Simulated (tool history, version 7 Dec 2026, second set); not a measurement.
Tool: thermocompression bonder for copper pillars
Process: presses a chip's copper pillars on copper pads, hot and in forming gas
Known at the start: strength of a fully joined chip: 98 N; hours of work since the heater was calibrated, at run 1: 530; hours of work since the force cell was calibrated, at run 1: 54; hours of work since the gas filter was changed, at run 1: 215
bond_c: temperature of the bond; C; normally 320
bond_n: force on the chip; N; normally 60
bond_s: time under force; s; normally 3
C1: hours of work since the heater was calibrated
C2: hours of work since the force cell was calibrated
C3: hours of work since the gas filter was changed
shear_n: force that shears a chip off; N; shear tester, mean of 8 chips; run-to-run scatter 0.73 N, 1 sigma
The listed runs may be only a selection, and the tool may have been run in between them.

{"run": 1, "hour": 0.0, "bond_c": 320, "bond_n": 60, "bond_s": 3, "C1": 530, "C2": 54, "C3": 215, "shear_n": 50.4}
{"run": 2, "hour": 25.8, "bond_c": 320, "bond_n": 60, "bond_s": 3, "C1": 541, "C2": 65, "C3": 225, "shear_n": 50}
{"run": 3, "hour": 43.3, "bond_c": 320, "bond_n": 42, "bond_s": 3, "C1": 548, "C2": 72, "C3": 232, "shear_n": 34.9}
{"run": 4, "hour": 59.7, "bond_c": 320, "bond_n": 42, "bond_s": 3, "C1": 554, "C2": 78, "C3": 239, "shear_n": 33.8}
{"run": 5, "hour": 81.5, "bond_c": 320, "bond_n": 42, "bond_s": 3, "C1": 563, "C2": 87, "C3": 248, "shear_n": 34.3}
{"run": 6, "hour": 105.6, "bond_c": 330, "bond_n": 42, "bond_s": 3, "C1": 573, "C2": 97, "C3": 257, "shear_n": 38.1}
{"run": 7, "hour": 126.5, "bond_c": 330, "bond_n": 42, "bond_s": 3, "C1": 581, "C2": 105, "C3": 266, "shear_n": 37.9}
{"run": 8, "hour": 144.6, "bond_c": 320, "bond_n": 83, "bond_s": 3, "C1": 589, "C2": 113, "C3": 273, "shear_n": 66.7}
{"run": 9, "hour": 156.8, "bond_c": 320, "bond_n": 83, "bond_s": 3, "C1": 594, "C2": 118, "C3": 278, "shear_n": 66.1}
{"hour": 176.3, "done": "heater calibrated with a thermocouple chip"}
{"run": 10, "hour": 181.8, "bond_c": 320, "bond_n": 83, "bond_s": 3, "C1": 2, "C2": 127, "C3": 288, "shear_n": 65.8}
{"run": 11, "hour": 204.6, "bond_c": 320, "bond_n": 43, "bond_s": 3, "C1": 11, "C2": 136, "C3": 297, "shear_n": 33.9}
{"run": 12, "hour": 227.1, "bond_c": 320, "bond_n": 43, "bond_s": 3, "C1": 21, "C2": 145, "C3": 306, "shear_n": 33.4}
{"run": 13, "hour": 253.3, "bond_c": 320, "bond_n": 43, "bond_s": 3, "C1": 31, "C2": 156, "C3": 317, "shear_n": 33.4}
{"hour": 263.5, "done": "heater calibrated with a thermocouple chip, once more"}
{"run": 14, "hour": 266.1, "bond_c": 320, "bond_n": 57, "bond_s": 2, "C1": 1, "C2": 160, "C3": 321, "shear_n": 43}
{"run": 15, "hour": 292.4, "bond_c": 320, "bond_n": 72, "bond_s": 5, "C1": 12, "C2": 171, "C3": 332, "shear_n": 69.8}
{"run": 16, "hour": 316.0, "bond_c": 320, "bond_n": 72, "bond_s": 5, "C1": 21, "C2": 181, "C3": 341, "shear_n": 69}
{"run": 17, "hour": 339.9, "bond_c": 320, "bond_n": 72, "bond_s": 5, "C1": 31, "C2": 190, "C3": 351, "shear_n": 69.3}
{"run": 18, "hour": 353.3, "bond_c": 320, "bond_n": 72, "bond_s": 5, "C1": 36, "C2": 196, "C3": 356, "shear_n": 69.5}
{"run": 19, "hour": 376.2, "bond_c": 291, "bond_n": 39, "bond_s": 3, "C1": 46, "C2": 205, "C3": 366, "shear_n": 22.3}
{"run": 20, "hour": 399.0, "bond_c": 291, "bond_n": 39, "bond_s": 3, "C1": 55, "C2": 214, "C3": 375, "shear_n": 23.2}

Run 21 has not been measured yet. What should we expect?
{"run": 21, "hour": 415.6, "bond_c": 291, "bond_n": 39, "bond_s": 3, "C1": 62, "C2": 221, "C3": 382, "shear_n": "?"}

{"run 21": {"shear_n": 21.6}}
Without the tool's hidden state the same run would have given shear_n 22.9 N.
